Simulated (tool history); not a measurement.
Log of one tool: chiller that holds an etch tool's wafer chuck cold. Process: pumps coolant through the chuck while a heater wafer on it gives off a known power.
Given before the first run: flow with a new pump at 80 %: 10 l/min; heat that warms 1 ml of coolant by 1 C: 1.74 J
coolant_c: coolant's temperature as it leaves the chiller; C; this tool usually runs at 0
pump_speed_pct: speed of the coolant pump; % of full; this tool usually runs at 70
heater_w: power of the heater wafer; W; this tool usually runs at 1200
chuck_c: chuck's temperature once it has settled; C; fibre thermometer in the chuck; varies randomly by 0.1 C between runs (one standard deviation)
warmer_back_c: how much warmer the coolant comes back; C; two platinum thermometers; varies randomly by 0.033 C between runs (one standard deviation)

Run 1, hour 0.0: usual settings. Result: chuck_c 11.1 C, warmer_back_c 4.79 C.
Run 2, hour 31.7: usual settings. Result: chuck_c 11.2 C, warmer_back_c 4.77 C.
Run 3, hour 78.5: usual settings but pump_speed_pct 84 % of full. Result: chuck_c 9.9 C, warmer_back_c 3.91 C.
Run 4, hour 133.0: usual settings but pump_speed_pct 84 % of full. Result: chuck_c 9.9 C, warmer_back_c 3.89 C.
Run 5, hour 169.6: usual settings but pump_speed_pct 84 % of full. Result: chuck_c 10.0 C, warmer_back_c 3.95 C.
Run 6, hour 231.1: usual settings. Result: chuck_c 11.2 C, warmer_back_c 4.78 C.
Run 7, hour 273.3: usual settings. Result: chuck_c 11.3 C, warmer_back_c 4.75 C.
Run 8, hour 300.5: usual settings but pump_speed_pct 75 % of full. Result: chuck_c 10.7 C, warmer_back_c 4.46 C.
Run 9, hour 354.9: usual settings but pump_speed_pct 75 % of full. Result: chuck_c 10.7 C, warmer_back_c 4.41 C.
Run 10, hour 385.6: usual settings but pump_speed_pct 75 % of full. Result: chuck_c 10.8 C, warmer_back_c 4.43 C.
Run 11, hour 447.6: usual settings but pump_speed_pct 75 % of full. Result: chuck_c 10.9 C, warmer_back_c 4.41 C.
Run 12, hour 499.8: usual settings but pump_speed_pct 78 % of full. Result: chuck_c 10.4 C, warmer_back_c 4.24 C.
Run 13, hour 543.4: usual settings. Result: chuck_c 11.2 C, warmer_back_c 4.82 C.
Run 14, hour 568.9: usual settings but pump_speed_pct 65 % of full. Result: chuck_c 11.8 C, warmer_back_c 5.22 C.
Run 15, hour 628.7: usual settings but pump_speed_pct 65 % of full. Result: chuck_c 11.8 C, warmer_back_c 5.18 C.
Run 16, hour 670.4: usual settings but pump_speed_pct 99 % of full. Result: chuck_c 8.9 C, warmer_back_c 3.28 C.
Run 17, hour 704.2: usual settings but pump_speed_pct 99 % of full. Result: chuck_c 8.9 C, warmer_back_c 3.26 C.
Run 18, hour 730.9: usual settings but pump_speed_pct 99 % of full. Result: chuck_c 8.8 C, warmer_back_c 3.26 C.
Run 19, hour 764.3: usual settings but coolant_c 9 C, pump_speed_pct 87 % of full, heater_w 1297 W. Result: chuck_c 19.4 C, warmer_back_c 4.07 C.
At hour 774.8: coolant changed, channels flushed.
Run 20, hour 796.5: usual settings but coolant_c 8 C, pump_speed_pct 67 % of full, heater_w 1675 W. Result: chuck_c 24.1 C, warmer_back_c 7.04 C.
Run 21, hour 827.2: usual settings but coolant_c -9 C, pump_speed_pct 81 % of full, heater_w 707 W. Result: chuck_c -3.0 C, warmer_back_c 2.39 C.
Run 22, hour 875.1: usual settings but coolant_c 7 C, pump_speed_pct 63 % of full, heater_w 707 W. Result: chuck_c 14.0 C, warmer_back_c 3.11 C.
Run 23, hour 909.8: usual settings but pump_speed_pct 99 % of full. Result: chuck_c 9.0 C, warmer_back_c 3.28 C.
Run 24, hour 954.6: usual settings but coolant_c 10 C, pump_speed_pct 69 % of full, heater_w 1246 W. Result: chuck_c 22.0 C, warmer_back_c 5.06 C.
Run 25, hour 1007.9: usual settings but coolant_c 10 C, pump_speed_pct 61 % of full, heater_w 1430 W. Result: chuck_c 24.6 C, warmer_back_c 6.65 C.
Run 26, hour 1059.4: usual settings but coolant_c -7 C, heater_w 964 W. Result: chuck_c 2.1 C, warmer_back_c 3.86 C.
Run 27, hour 1085.4: usual settings but heater_w 1724 W. Result: chuck_c 16.1 C, warmer_back_c 6.85 C.
At hour 1090.1: chiller's thermometer calibrated.
Run 28, hour 1146.4: usual settings but pump_speed_pct 76 % of full, heater_w 1724 W. Result: chuck_c 15.2 C, warmer_back_c 6.22 C.
Run 29, hour 1194.3: usual settings but pump_speed_pct 76 % of full, heater_w 1724 W. Result: chuck_c 15.3 C, warmer_back_c 6.26 C.
Run 30, hour 1244.5: usual settings but coolant_c -9 C, pump_speed_pct 92 % of full, heater_w 627 W. Result: chuck_c -4.3 C, warmer_back_c 1.83 C.
Run 31, hour 1285.7: usual settings but coolant_c -2 C, pump_speed_pct 90 % of full, heater_w 1761 W. Result: chuck_c 11.8 C, warmer_back_c 5.28 C.

Branching from run 31: 4 alternative next runs. What would each branch give?
Run A, hour 1344.4: usual settings but coolant_c 3 C, pump_speed_pct 69 % of full, heater_w 749 W. Result: chuck_c ?, warmer_back_c ?.
Run B, hour 1344.4: usual settings but heater_w 1725 W. Result: chuck_c ?, warmer_back_c ?.
Run C, hour 1344.4: usual settings but coolant_c -7 C, pump_speed_pct 93 % of full, heater_w 1761 W. Result: chuck_c ?, warmer_back_c ?.
Run D, hour 1344.4: usual settings but coolant_c -1 C, pump_speed_pct 95 % of full, heater_w 1065 W. Result: chuck_c ?, warmer_back_c ?.

run  chuck_c  warmer_back_c
  A     10.1           3.07
  B     16.1           6.94
  C      6.4           5.14
  D      7.0           3.01
Stripped of hidden state, with their random variation kept, the same runs would have yielded:
run  chuck_c  warmer_back_c
  A     10.1           3.07
  B     16.1           6.94
  C      6.4           5.14
  D      7.0           3.01
